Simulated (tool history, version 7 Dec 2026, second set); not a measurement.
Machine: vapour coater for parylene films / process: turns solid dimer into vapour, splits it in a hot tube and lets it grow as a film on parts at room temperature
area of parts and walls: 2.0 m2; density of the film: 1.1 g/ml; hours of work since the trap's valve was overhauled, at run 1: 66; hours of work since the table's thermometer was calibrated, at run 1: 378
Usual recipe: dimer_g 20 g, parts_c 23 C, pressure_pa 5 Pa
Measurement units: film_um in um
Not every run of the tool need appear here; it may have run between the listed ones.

run   hour  dimer_g  parts_c  pressure_pa  hours of work since the trap's valve was overhauled  hours of work since the table's thermometer was calibrated  film_um
  1      0       20       23            5                                                   66                                                         378     4.27
  2   17.4       20       23            5                                                   78                                                         390     4.21
  3   30.6       20       23            5                                                   87                                                         399      4.2
  4   58.6       20       23            5                                                  107                                                         419     4.13
  5   75.6       20       23            5                                                  119                                                         431     4.14
  6  100.1       20       23            5                                                  137                                                         449     4.13
  7  117.2       20       18            5                                                  149                                                         461     4.48
  8    137        9       18            5                                                  163                                                         475     2.01
  9  161.2       20       33            5                                                  180                                                         492     3.48
 10  181.2       20       23            5                                                  195                                                         507     4.12
 11  199.3       20       23         3.26                                                  207                                                         519      4.5
 12  220.2       16       29         5.06                                                  222                                                         534     2.92
 13  234.3       34       33         2.87                                                  232                                                         544     6.57

Predict the results of run 14:
 14  256.5       34       33         2.87                                                  248                                                         560        ?

{"run 14": {"film_um": 6.6}}
On a tool with no hidden condition, and with the same random variation, this run would have come out at film_um 7.03 um.
